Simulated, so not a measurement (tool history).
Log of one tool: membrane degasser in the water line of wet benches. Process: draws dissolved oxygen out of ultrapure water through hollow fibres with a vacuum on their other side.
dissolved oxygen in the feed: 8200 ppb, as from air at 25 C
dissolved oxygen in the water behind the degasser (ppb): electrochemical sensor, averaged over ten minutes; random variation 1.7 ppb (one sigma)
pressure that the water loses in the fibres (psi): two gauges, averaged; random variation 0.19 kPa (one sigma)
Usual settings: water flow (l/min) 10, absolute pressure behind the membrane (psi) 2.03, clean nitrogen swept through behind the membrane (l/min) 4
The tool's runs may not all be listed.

| run | hour | water flow (l/min) | absolute pressure behind the membrane (psi) | clean nitrogen swept through behind the membrane (l/min) | dissolved oxygen in the water behind the degasser (ppb) | pressure that the water loses in the fibres (psi) |
|---|---|---|---|---|---|---|
| 1 | 0 | 10 | 2.03 | 4 | 172.7 | 5.333 |
| 2 | 112.7 | 10 | 2.03 | 4 | 172 | 5.29 |
| 3 | 208.7 | 10 | 2.03 | 4 | 170.7 | 5.301 |
| 4 | 335.2 | 10 | 2.03 | 4 | 170.8 | 5.291 |
| 5 | 502.3 | 10 | 2.03 | 4 | 170 | 5.274 |
| 6 | 609.9 | 10 | 2.03 | 4 | 167.9 | 5.295 |
| 7 | 698.6 | 10 | 2.03 | 4 | 171.4 | 5.288 |
| 8 | 815.5 | 16 | 2.03 | 4 | 375.4 | 8.428 |
| 9 | 945.7 | 6 | 2.03 | 4 | 66 | 3.186 |
|  | 1020 | vacuum gauge calibrated |
| 10 | 1104.1 | 6 | 4.45 | 4 | 128.2 | 3.147 |
| 11 | 1213.2 | 10 | 2.03 | 3.74 | 171.6 | 5.29 |
| 12 | 1394.8 | 10 | 2.03 | 3.74 | 174.7 | 5.243 |
| 13 | 1507.5 | 10 | 2.03 | 3.74 | 177.7 | 5.253 |
| 14 | 1618.6 | 10 | 2.03 | 4 | 169.5 | 5.275 |
| 15 | 1807.6 | 8 | 2.03 | 4 | 114.1 | 4.228 |
| 16 | 1982.4 | 8 | 2.03 | 5.51 | 98.4 | 4.144 |
| 17 | 2061.6 | 12 | 2.81 | 10.22 | 203 | 6.269 |
| 18 | 2145.9 | 10 | 1.68 | 4.26 | 153.6 | 5.223 |
| 19 | 2258 | 6 | 1.41 | 4.26 | 50.4 | 3.124 |
| 20 | 2380.7 | 6 | 1.41 | 4.26 | 49.4 | 3.157 |
| 21 | 2567.1 | 10 | 2.03 | 6.6 | 143.5 | 5.187 |
| 22 | 2699.4 | 10 | 2.03 | 6.6 | 144.2 | 5.181 |
| 23 | 2822.2 | 9 | 2.03 | 2.72 | 170.1 | 4.683 |
| 24 | 2922.2 | 9 | 2.03 | 2.72 | 163 | 4.691 |
| 25 | 3063 | 9 | 3 | 2.72 | 219.9 | 4.682 |
| 26 | 3222.9 | 9 | 3 | 2.72 | 222.4 | 4.677 |
| 27 | 3384 | 9 | 3 | 2.72 | 217.4 | 4.656 |
| 28 | 3495.3 | 10 | 1.86 | 4 | 164 | 5.184 |
| 29 | 3599.5 | 13 | 1.62 | 4 | 248.5 | 6.704 |
|  | 3670.9 | gauge calibrated |
| 30 | 3735.6 | 13 | 1.62 | 5.24 | 230.6 | 6.892 |
| 31 | 3832.8 | 8 | 2.03 | 7.36 | 88.3 | 4.234 |
| 32 | 3946.5 | 13 | 2.31 | 3.07 | 308.7 | 6.923 |

Hidden state or all else? Some run-to-run changes of pressure that the water loses in the fibres (psi), split into what the settings, what came in and random variation would give without the hidden state, and what is left for the hidden state (with any gauge scatter that isn't in both results):
The hidden state here: membrane still open, %; true pressure behind the membrane over the reading, kPa; air that leaks in behind the membrane, l/min; drift of the gauge itself on oxygen_ppb, %; drift of the gauge itself on loss_of_pressure_kpa, %.
Run 7 -> 8: water flow (l/min) 10 -> 16. pressure that the water loses in the fibres (psi) +3.14: hidden state -0.026, all else +3.166.
Run 8 -> 9: water flow (l/min) 16 -> 6. pressure that the water loses in the fibres (psi) -5.242: hidden state +0.03, all else -5.272.
Run 20 -> 21: water flow (l/min) 6 -> 10, absolute pressure behind the membrane (psi) 1.41 -> 2.03, clean nitrogen swept through behind the membrane (l/min) 4.26 -> 6.6. pressure that the water loses in the fibres (psi) +2.029: hidden state -0.048, all else +2.077.
Run 28 -> 29: water flow (l/min) 10 -> 13, absolute pressure behind the membrane (psi) 1.86 -> 1.62. pressure that the water loses in the fibres (psi) +1.52: hidden state -0.051, all else +1.571.
Run 29 -> 30: clean nitrogen swept through behind the membrane (l/min) 4 -> 5.24, gauge calibrated. pressure that the water loses in the fibres (psi) +0.189: hidden state +0.197, all else -0.009.
Run 31 -> 32: water flow (l/min) 8 -> 13, absolute pressure behind the membrane (psi) 2.03 -> 2.31, clean nitrogen swept through behind the membrane (l/min) 7.36 -> 3.07. pressure that the water loses in the fibres (psi) +2.689: hidden state -0.01, all else +2.699.
